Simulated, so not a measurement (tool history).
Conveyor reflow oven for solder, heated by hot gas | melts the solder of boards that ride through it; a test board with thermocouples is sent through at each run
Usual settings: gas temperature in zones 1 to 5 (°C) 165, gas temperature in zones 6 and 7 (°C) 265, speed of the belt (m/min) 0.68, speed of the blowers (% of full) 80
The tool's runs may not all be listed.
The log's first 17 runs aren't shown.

run,hour,gas temperature in zones 1 to 5 (°C),gas temperature in zones 6 and 7 (°C),speed of the belt (m/min),speed of the blowers (% of full),highest temperature of the board (°C),time above the solder's melting point (s)
18,747.3,161,275,0.74,73,255.7,47.6
19,784.5,179,263,0.74,73,248.2,48.4
20,847,153,263,0.648,73,247.8,47.9
21,895.7,177,265,0.774,73,248,44.9
# hour 911: flux residue cleaned out of gas plates and filters
22,963.1,158,272,0.595,58,258.2,61.2
23,988.9,158,272,0.595,58,257.6,61.3
24,1051.2,152,265,0.797,80,244.7,35.4
25,1088.6,158,266,0.68,80,251.6,49.9
26,1129.4,158,280,0.68,77,263.5,56.6
27,1163.3,161,271,0.68,77,255.5,53.1
28,1223.4,161,271,0.68,77,255.7,53
29,1253.3,161,271,0.68,77,255.4,53.1
30,1303.1,165,255,0.77,80,238.4,35.2
31,1357.3,156,256,0.624,80,243.2,48.5
32,1389.4,176,256,0.624,87,245.9,57.9

Forecast each of these 3 alternatives for the next run:
A,1430,165,257,0.68,80,?,?
B,1430,165,267,0.595,50,?,?
C,1430,176,256,0.624,60,?,?

run,highest temperature of the board (°C),time above the solder's melting point (s)
A,243.1,45.8
B,251.1,58.7
C,243.3,53.8
Without the tool's hidden state the same runs would have given:
run,highest temperature of the board (°C),time above the solder's melting point (s)
A,246,47.5
B,253.8,59.8
C,246,55.3
